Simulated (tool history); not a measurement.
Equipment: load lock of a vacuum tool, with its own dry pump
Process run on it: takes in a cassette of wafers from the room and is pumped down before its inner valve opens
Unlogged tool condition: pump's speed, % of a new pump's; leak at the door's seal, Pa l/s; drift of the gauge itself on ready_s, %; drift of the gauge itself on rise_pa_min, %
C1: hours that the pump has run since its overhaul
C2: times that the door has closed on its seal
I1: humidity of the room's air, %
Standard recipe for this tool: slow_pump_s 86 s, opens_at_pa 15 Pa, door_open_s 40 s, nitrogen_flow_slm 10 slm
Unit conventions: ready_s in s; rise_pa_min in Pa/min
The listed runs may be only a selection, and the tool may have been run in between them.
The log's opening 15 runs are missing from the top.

Run 16, day 76.425: usual settings but nitrogen_flow_slm 14 slm; C1 13458; C2 3024; I1 46. Result: ready_s 122.1 s, rise_pa_min 0.05 Pa/min.
Run 17, day 79.983: usual settings but nitrogen_flow_slm 14 slm; C1 13543; C2 3113; I1 41.5. Result: ready_s 122.1 s, rise_pa_min 0.046 Pa/min.
Run 18, day 85.708: usual settings but opens_at_pa 27 Pa, nitrogen_flow_slm 14 slm; C1 13681; C2 3256; I1 46.2. Result: ready_s 119.3 s, rise_pa_min 0.053 Pa/min.
Run 19, day 92.571: usual settings but slow_pump_s 44 s, opens_at_pa 23 Pa, nitrogen_flow_slm 7 slm; C1 13845; C2 3427; I1 41.3. Result: ready_s 83.3 s, rise_pa_min 0.06 Pa/min.
Run 20, day 99: usual settings but slow_pump_s 44 s, nitrogen_flow_slm 7 slm; C1 14000; C2 3588; I1 49.9. Result: ready_s 85.8 s, rise_pa_min 0.068 Pa/min.
Run 21, day 102.462: usual settings but slow_pump_s 44 s, opens_at_pa 25 Pa, door_open_s 122 s, nitrogen_flow_slm 38 slm; C1 14083; C2 3674; I1 44. Result: ready_s 82.8 s, rise_pa_min 0.048 Pa/min.
Run 22, day 109.567: usual settings but slow_pump_s 44 s, opens_at_pa 19 Pa, door_open_s 122 s, nitrogen_flow_slm 5 slm; C1 14253; C2 3852; I1 47.1. Result: ready_s 84.6 s, rise_pa_min 0.084 Pa/min.
Run 23, day 113.946: usual settings but slow_pump_s 44 s, opens_at_pa 19 Pa, door_open_s 122 s, nitrogen_flow_slm 5 slm; C1 14358; C2 3961; I1 42. Result: ready_s 84.2 s, rise_pa_min 0.076 Pa/min.
Run 24, day 121.067: usual settings but opens_at_pa 29 Pa, door_open_s 47 s, nitrogen_flow_slm 11 slm; C1 14529; C2 4139; I1 42.1. Result: ready_s 119 s, rise_pa_min 0.055 Pa/min.
Run 25, day 126.779: usual settings but opens_at_pa 29 Pa, door_open_s 47 s, nitrogen_flow_slm 11 slm; C1 14667; C2 4281; I1 45.8. Result: ready_s 118.8 s, rise_pa_min 0.068 Pa/min.
Run 26, day 133.488: usual settings but slow_pump_s 54 s, opens_at_pa 12 Pa, nitrogen_flow_slm 35 slm; C1 14828; C2 4449; I1 41.8. Result: ready_s 96 s, rise_pa_min 0.049 Pa/min.
Run 27, day 140.775: usual settings but slow_pump_s 54 s, opens_at_pa 12 Pa, door_open_s 93 s, nitrogen_flow_slm 5 slm; C1 15002; C2 4631; I1 46.1. Result: ready_s 95.8 s, rise_pa_min 0.08 Pa/min.
Run 28, day 145.792: usual settings but opens_at_pa 11 Pa; C1 15123; C2 4756; I1 43. Result: ready_s 123.9 s, rise_pa_min 0.064 Pa/min.
Run 29, day 149.942: usual settings but opens_at_pa 11 Pa; C1 15222; C2 4860; I1 43.9. Result: ready_s 124.3 s, rise_pa_min 0.065 Pa/min.
Run 30, day 153.45: usual settings but slow_pump_s 99 s, door_open_s 192 s; C1 15307; C2 4947; I1 44.2. Result: ready_s 134 s, rise_pa_min 0.094 Pa/min.
Run 31, day 160.154: usual settings but slow_pump_s 99 s, door_open_s 30 s, nitrogen_flow_slm 24 slm; C1 15468; C2 5115; I1 44.3. Result: ready_s 134.2 s, rise_pa_min 0.057 Pa/min.
Run 32, day 163.554: usual settings but slow_pump_s 99 s, door_open_s 30 s, nitrogen_flow_slm 24 slm; C1 15549; C2 5200; I1 40.2. Result: ready_s 134.3 s, rise_pa_min 0.055 Pa/min.
Run 33, day 167.496: usual settings but slow_pump_s 113 s, door_open_s 30 s, nitrogen_flow_slm 24 slm; C1 15644; C2 5298; I1 47.1. Result: ready_s 146.4 s, rise_pa_min 0.06 Pa/min.
Run 34, day 173.75: usual settings but opens_at_pa 13 Pa; C1 15794; C2 5454; I1 45.2. Result: ready_s 123.1 s, rise_pa_min 0.072 Pa/min.
Run 35, day 180.275: usual settings but slow_pump_s 119 s, nitrogen_flow_slm 6 slm; C1 15950; C2 5617; I1 45.1. Result: ready_s 152 s, rise_pa_min 0.075 Pa/min.
Run 36, day 184.142: usual settings but slow_pump_s 108 s, nitrogen_flow_slm 12 slm; C1 16043; C2 5714; I1 45.5. Result: ready_s 142.2 s, rise_pa_min 0.071 Pa/min.

Branching from run 36: 3 alternative next runs. What would each branch give?
Run A, day 188.267: usual settings but slow_pump_s 96 s, door_open_s 90 s; C1 16142; C2 5817; I1 45.4. Result: ready_s ?, rise_pa_min ?.
Run B, day 188.267: usual settings but slow_pump_s 62 s, opens_at_pa 29 Pa, nitrogen_flow_slm 34 slm; C1 16142; C2 5817; I1 43.9. Result: ready_s ?, rise_pa_min ?.
Run C, day 188.267: usual settings but slow_pump_s 102 s, nitrogen_flow_slm 8 slm; C1 16142; C2 5817; I1 47.5. Result: ready_s ?, rise_pa_min ?.

run  ready_s  rise_pa_min
  A    131.5        0.084
  B     98.1        0.057
  C    136.5        0.073
With no hidden state in the tool, these same runs would have given:
run  ready_s  rise_pa_min
  A    128.5        0.047
  B       95        0.019
  C    133.5        0.036

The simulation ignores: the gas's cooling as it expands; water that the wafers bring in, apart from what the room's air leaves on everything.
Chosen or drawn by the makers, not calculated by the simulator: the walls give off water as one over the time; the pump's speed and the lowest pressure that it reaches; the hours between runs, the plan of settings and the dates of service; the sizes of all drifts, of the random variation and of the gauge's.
